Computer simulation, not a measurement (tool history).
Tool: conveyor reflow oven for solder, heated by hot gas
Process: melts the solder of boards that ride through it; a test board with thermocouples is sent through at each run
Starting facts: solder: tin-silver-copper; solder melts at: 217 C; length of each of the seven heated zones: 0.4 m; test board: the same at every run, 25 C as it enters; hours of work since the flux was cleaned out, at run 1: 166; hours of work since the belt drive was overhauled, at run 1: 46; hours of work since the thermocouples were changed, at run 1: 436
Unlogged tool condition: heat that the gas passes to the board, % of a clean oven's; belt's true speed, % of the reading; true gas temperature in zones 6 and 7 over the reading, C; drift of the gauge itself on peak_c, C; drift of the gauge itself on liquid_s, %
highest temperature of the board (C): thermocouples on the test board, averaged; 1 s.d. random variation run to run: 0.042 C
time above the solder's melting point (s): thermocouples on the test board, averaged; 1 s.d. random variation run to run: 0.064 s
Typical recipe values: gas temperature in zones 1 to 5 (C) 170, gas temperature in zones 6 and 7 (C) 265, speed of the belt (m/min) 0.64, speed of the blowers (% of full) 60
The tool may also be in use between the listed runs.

run   hour  gas temperature in zones 1 to 5 (C)  gas temperature in zones 6 and 7 (C)  speed of the belt (m/min)  speed of the blowers (% of full)  hours of work since the flux was cleaned out  hours of work since the belt drive was overhauled  hours of work since the thermocouples were changed  highest temperature of the board (C)  time above the solder's melting point (s)
  1      0                                  170                                   265                       0.64                                60                                           166                                                 46                                                 436                                254.21                                      57.69
  2   27.6                                  170                                   265                      0.547                                60                                           186                                                 66                                                 455                                 257.9                                      71.51
  3   43.5                                  170                                   265                      0.547                                60                                           198                                                 77                                                 467                                257.97                                      71.58
  4   69.9                                  170                                   265                       0.64                                60                                           217                                                 96                                                 486                                254.15                                      57.73
  5   90.3                                  170                                   265                       0.64                                60                                           231                                                111                                                 500                                254.12                                      57.68
  6  116.8                                  177                                   265                       0.64                                60                                           250                                                130                                                 519                                255.06                                      60.73
  7  140.2                                  177                                   265                       0.64                                60                                           267                                                146                                                 536                                255.02                                      60.71
     150.4  -- flux residue cleaned out of gas plates and filters
     152.4  -- thermocouples of zones 6 and 7 changed
  8    162                                  177                                   265                       0.64                                60                                             7                                                157                                                   7                                255.06                                      60.97
  9  178.9                                  170                                   265                       0.64                                60                                            19                                                169                                                  19                                254.14                                      57.97
 10  194.3                                  170                                   265                       0.64                                60                                            30                                                180                                                  30                                254.12                                      57.97
 11  212.9                                  170                                   265                       0.64                                60                                            43                                                193                                                  43                                254.11                                      58.07
 12  236.6                                  170                                   265                       0.64                                60                                            60                                                210                                                  60                                254.06                                      58.08
 13  259.4                                  170                                   265                       0.64                                89                                            77                                                227                                                  77                                256.83                                       60.5
 14  277.7                                  170                                   265                       0.64                                60                                            90                                                240                                                  90                                254.02                                         58
 15  296.6                                  170                                   265                       0.64                                60                                           103                                                253                                                 103                                254.11                                      57.99
 16  326.8                                  157                                   256                      0.685                                55                                           125                                                275                                                 125                                241.17                                      39.94
 17  356.5                                  170                                   260                       0.64                                60                                           146                                                296                                                 146                                249.35                                      55.01
 18  369.6                                  174                                   266                      0.621                                55                                           156                                                306                                                 156                                255.64                                      62.27
 19  399.6                                  180                                   256                       0.64                                60                                           177                                                327                                                 177                                   247                                      57.04
 20  421.2                                  170                                   265                      0.748                                60                                           193                                                343                                                 193                                249.31                                      45.58
 21  438.6                                  170                                   265                      0.748                                60                                           205                                                355                                                 205                                249.32                                      45.59
 22  459.6                                  155                                   266                      0.576                                54                                           220                                                370                                                 220                                255.13                                      61.24
 23  490.6                                  170                                   261                       0.64                                58                                           242                                                392                                                 242                                   250                                      55.34
 24  514.5                                  170                                   264                       0.64                                58                                           259                                                409                                                 259                                 252.7                                      57.13
     534.5  -- flux residue cleaned out of gas plates and filters
 25  536.2                                  172                                   265                       0.64                                60                                             1                                                421                                                 271                                255.07                                      59.83
 26  557.3                                  176                                   264                      0.754                                50                                            16                                                437                                                 286                                248.62                                      46.38
 27  579.5                                  176                                   272                      0.754                                50                                            32                                                452                                                 302                                255.73                                      50.72
 28  611.3                                  176                                   264                      0.765                                78                                            55                                                475                                                 325                                252.07                                       48.8
 29  635.8                                  158                                   272                       0.64                                60                                            73                                                493                                                 343                                259.79                                      58.39
 30  658.5                                  166                                   270                      0.705                                55                                            89                                                509                                                 359                                255.21                                      51.59

Below are 4 alternative next runs, each starting from the tool's condition after run 30. Predict each:
  A  687.4                                  166                                   270                      0.705                                60                                           109                                                530                                                 380                                     ?                                          ?
  B  687.4                                  177                                   265                      0.616                                55                                           109                                                530                                                 380                                     ?                                          ?
  C  687.4                                  181                                   265                       0.64                                84                                           109                                                530                                                 380                                     ?                                          ?
  D  687.4                                  166                                   261                      0.705                                55                                           109                                                530                                                 380                                     ?                                          ?

run  highest temperature of the board (C)  time above the solder's melting point (s)
  A                                256.02                                      52.24
  B                                255.96                                      64.56
  C                                258.17                                      65.28
  D                                246.97                                      46.17
Stripped of hidden state, with their random variation kept, the same runs would have yielded:
run  highest temperature of the board (C)  time above the solder's melting point (s)
  A                                255.29                                      51.03
  B                                255.21                                      63.13
  C                                 257.5                                      63.99
  D                                246.24                                      44.92

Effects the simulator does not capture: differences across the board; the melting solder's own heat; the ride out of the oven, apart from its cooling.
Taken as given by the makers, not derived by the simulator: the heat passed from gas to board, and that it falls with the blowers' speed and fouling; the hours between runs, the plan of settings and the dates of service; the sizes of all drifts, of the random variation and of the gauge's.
